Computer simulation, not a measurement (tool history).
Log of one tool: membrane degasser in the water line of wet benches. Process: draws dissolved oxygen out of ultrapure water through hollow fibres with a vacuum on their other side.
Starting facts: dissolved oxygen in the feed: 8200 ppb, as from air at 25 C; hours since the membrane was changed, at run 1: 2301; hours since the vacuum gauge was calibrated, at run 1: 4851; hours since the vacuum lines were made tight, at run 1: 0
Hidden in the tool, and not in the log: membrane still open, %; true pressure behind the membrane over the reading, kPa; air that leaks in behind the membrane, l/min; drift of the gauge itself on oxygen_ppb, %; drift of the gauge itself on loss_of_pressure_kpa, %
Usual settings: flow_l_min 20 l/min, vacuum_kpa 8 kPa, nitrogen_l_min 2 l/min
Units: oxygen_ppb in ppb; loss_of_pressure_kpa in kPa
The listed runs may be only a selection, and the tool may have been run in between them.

run	day	flow_l_min	vacuum_kpa	nitrogen_l_min	hours since the membrane was changed	hours since the vacuum gauge was calibrated	hours since the vacuum lines were made tight	oxygen_ppb	loss_of_pressure_kpa
1	0	20	8	2	2301	4851	0	241.6	38.15
2	3.867	20	8	2.75	2394	4944	93	212.1	37.9
3	7.342	20	8	2.75	2477	5027	176	210.5	37.98
4	10.108	20	8	2.75	2544	5094	243	215.3	38.31
5	11.929	15	8	2	2587	5137	286	133.4	28.31
6	16.354	15	8	2	2694	5244	392	136.2	28.57
7	18.983	20	8	1.35	2757	5307	456	292.9	38.05
8	21.983	20	8	1.35	2829	5379	528	290.8	38.1
9	25.438	20	8.61	2	2912	5462	610	259.7	38.18
10	29.096	20	8	2	2999	5549	698	248.3	38.15
11	32.912	20	10.45	2	3091	5641	790	303.5	38.06
12	35.988	20	8	4.87	3165	5715	864	183	38.25
13	39.242	20	8	4.87	3243	5793	942	178.2	37.95
14	42.508	20	6.73	2	3321	5871	1020	216.1	38.36
15	46.188	20	8	2	3410	5960	1108	253.4	38.49
16	50.308	20	8	2	3508	6058	1207	250.7	38.42
17	53.65	20	8	2	3589	6139	1288	257.7	38.86
18	57.6	31	11.12	5.81	3683	6233	1382	535	59.29
19	61.675	31	11.05	4.08	3781	6331	1480	574.2	60.07
20	63.579	31	11.05	4.08	3827	6377	1526	571.5	60.07
21	67.979	24	6.46	1.07	3933	6483	1632	404.7	46.48
22	71.379	24	6.46	1.07	4014	6564	1713	401.3	46.52
23	73.817	20	8	4.88	4073	6623	1772	189.3	39.13
24	75.942	20	8	1.72	4124	6674	1823	272.7	39
25	78.758	20	8	3.86	4191	6741	1890	200.7	38.81
26	82.642	20	8	3.86	4284	6834	1983	200.4	38.91
27	86.629	31	14.96	2.35	4380	6930	2079	788	60.26
28	89.379	24	14.55	3.67	4446	6996	2145	410	46.54
29	93.325	24	14.55	3.67	4541	7091	2240	409	46.58
30	95.875	24	18.07	1.02	4602	7152	2301	935.7	46.65
31	98.85	24	11.91	5.35	4674	7224	2372	335.9	47.17

Alternative continuations, all from the tool just after run 31; predict every row:
A	100.921	19	11.91	3.43	4723	7273	2422	?	?
B	100.921	24	11.91	1.52	4723	7273	2422	?	?
C	100.921	20	12.93	1.1	4723	7273	2422	?	?
D	100.921	17	9.03	2.53	4723	7273	2422	?	?
E	100.921	20	18.46	2	4723	7273	2422	?	?

run	oxygen_ppb	loss_of_pressure_kpa
A	240.6	37.06
B	550	46.85
C	531.3	39.14
D	185.4	33.52
E	490.6	39.08
Stripped of hidden state, with their random variation kept, the same runs would have yielded:
run	oxygen_ppb	loss_of_pressure_kpa
A	203.9	34.62
B	484.8	43.78
C	481.3	36.57
D	155	31.33
E	446.6	36.51
